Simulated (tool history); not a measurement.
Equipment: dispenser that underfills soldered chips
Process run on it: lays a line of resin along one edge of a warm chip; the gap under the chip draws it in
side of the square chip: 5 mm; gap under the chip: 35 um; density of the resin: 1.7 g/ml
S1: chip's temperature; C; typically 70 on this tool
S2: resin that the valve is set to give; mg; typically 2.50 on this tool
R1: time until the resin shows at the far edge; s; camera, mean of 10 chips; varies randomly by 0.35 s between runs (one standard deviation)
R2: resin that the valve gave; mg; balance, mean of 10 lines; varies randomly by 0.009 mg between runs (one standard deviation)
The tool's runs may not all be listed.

run 1 hour=0.0 | S1=70 S2=2.50 | R1=19.7 R2=2.487
run 2 hour=3.9 | S1=63 S2=2.50 | R1=27.7 R2=2.466
-- hour=4.5 new syringe of resin
run 3 hour=8.7 | S1=70 S2=2.84 | R1=20.4 R2=2.811
-- hour=13.8 new syringe of resin
run 4 hour=14.7 | S1=70 S2=2.42 | R1=17.7 R2=2.380
run 5 hour=18.4 | S1=70 S2=2.42 | R1=20.6 R2=2.368
-- hour=23.3 new syringe of resin
run 6 hour=23.9 | S1=70 S2=2.42 | R1=17.1 R2=2.380
run 7 hour=27.2 | S1=70 S2=2.42 | R1=19.3 R2=2.372
run 8 hour=30.5 | S1=78 S2=2.71 | R1=16.9 R2=2.631
-- hour=32.6 new syringe of resin
run 9 hour=37.0 | S1=78 S2=2.71 | R1=15.7 R2=2.625
run 10 hour=41.0 | S1=78 S2=2.99 | R1=17.8 R2=2.902
-- hour=41.6 new syringe of resin
run 11 hour=44.1 | S1=81 S2=2.13 | R1=14.3 R2=2.067
run 12 hour=48.2 | S1=81 S2=2.85 | R1=15.2 R2=2.744

3 options for the next run, each taken on its own from the tool as it stands now. Forecast them:
-- hour=51.0 new syringe of resin
run A hour=53.3 | S1=57 S2=2.73 | R1=? R2=?
-- hour=51.0 new syringe of resin
run B hour=53.3 | S1=56 S2=2.53 | R1=? R2=?
-- hour=51.0 new syringe of resin
run C hour=53.3 | S1=84 S2=2.66 | R1=? R2=?

run=A R1=27.5 R2=2.629
run=B R1=28.8 R2=2.429
run=C R1=12.6 R2=2.561
Had the tool no hidden state, the same runs would have come out as:
run=A R1=25.9 R2=2.733
run=B R1=27.1 R2=2.526
run=C R1=11.8 R2=2.662
